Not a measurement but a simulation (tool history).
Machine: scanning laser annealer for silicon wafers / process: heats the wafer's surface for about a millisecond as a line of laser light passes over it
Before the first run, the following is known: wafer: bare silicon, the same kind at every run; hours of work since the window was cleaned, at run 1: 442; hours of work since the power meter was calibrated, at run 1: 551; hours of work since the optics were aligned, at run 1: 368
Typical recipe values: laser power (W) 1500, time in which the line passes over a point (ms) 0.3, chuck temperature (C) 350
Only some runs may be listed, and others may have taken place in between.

run	hour	laser power (W)	time in which the line passes over a point (ms)	chuck temperature (C)	hours of work since the window was cleaned	hours of work since the power meter was calibrated	hours of work since the optics were aligned	highest temperature of the surface (C)
1	0	1500	0.3	350	442	551	368	1177
2	33.2	1500	0.3	350	465	574	392	1181
3	69.7	1416	0.3	350	491	600	417	1123
4	111.1	1500	0.3	350	520	629	446	1178
5	172.2	1500	0.3	350	563	672	489	1179
6	226.7	1500	0.3	350	602	710	528	1177
7	289.7	1500	0.3	350	646	754	572	1180
8	344.4	1500	0.239	350	684	793	611	1082
9	377.9	1500	0.239	350	708	817	634	1081
10	430.6	1500	0.239	350	745	854	671	1087
11	482.1	1500	0.239	350	781	890	707	1085
# hour 528.6: window over the wafer cleaned
12	534.8	1500	0.239	350	4	926	743	1085
13	595.7	1500	0.3	350	47	968	786	1180
14	641.6	1500	0.3	350	80	1001	818	1179
15	702.9	1500	0.276	350	123	1044	861	1141
16	737.8	1562	0.276	350	147	1068	886	1183
17	784.4	1562	0.276	350	180	1101	919	1185
18	830.1	1500	0.3	367	212	1133	951	1197
19	875.4	1500	0.3	354	244	1165	983	1186
20	932.4	1500	0.3	354	284	1205	1023	1184
21	981.8	1500	0.3	354	319	1240	1058	1183
# hour 1037.5: optics aligned, line set to its width
22	1041.9	1500	0.3	354	358	1279	3	1185
23	1079.4	1583	0.211	376	384	1305	29	1109
24	1120.5	1583	0.211	376	413	1334	58	1111
25	1167.6	1500	0.24	350	446	1367	92	1086
26	1227.2	1452	0.234	342	488	1409	133	1033
27	1265.3	1452	0.234	375	515	1436	160	1070
28	1325.3	1509	0.3	350	557	1478	202	1184
29	1374.8	1509	0.3	350	592	1513	237	1183
30	1419.7	1366	0.218	378	624	1545	269	996
31	1473.8	1485	0.3	350	662	1583	307	1167
32	1536.3	1597	0.341	388	706	1627	351	1348
33	1597.7	1374	0.3	341	749	1670	394	1081
34	1644.3	1405	0.3	341	782	1703	427	1104
# hour 1689.3: window over the wafer cleaned
35	1701.9	1454	0.239	385	9	1742	466	1089
36	1749.1	1498	0.263	363	42	1775	499	1135
37	1776.6	1500	0.226	361	61	1794	519	1074
38	1833.9	1355	0.283	338	102	1835	559	1045
39	1878.7	1649	0.3	372	133	1866	591	1309
40	1919.3	1564	0.283	369	162	1895	619	1214

Alternative continuations, all from the tool just after run 40; predict every row:
A	1971.4	1442	0.34	369	199	1932	656	?
B	1971.4	1330	0.222	350	199	1932	656	?
C	1971.4	1564	0.24	369	199	1932	656	?
D	1971.4	1564	0.283	370	199	1932	656	?
E	1971.4	1283	0.354	369	199	1932	656	?

run	highest temperature of the surface (C)
A	1217
B	955
C	1142
D	1217
E	1113
Without the tool's hidden state the same runs would have given:
run	highest temperature of the surface (C)
A	1217
B	955
C	1142
D	1217
E	1114
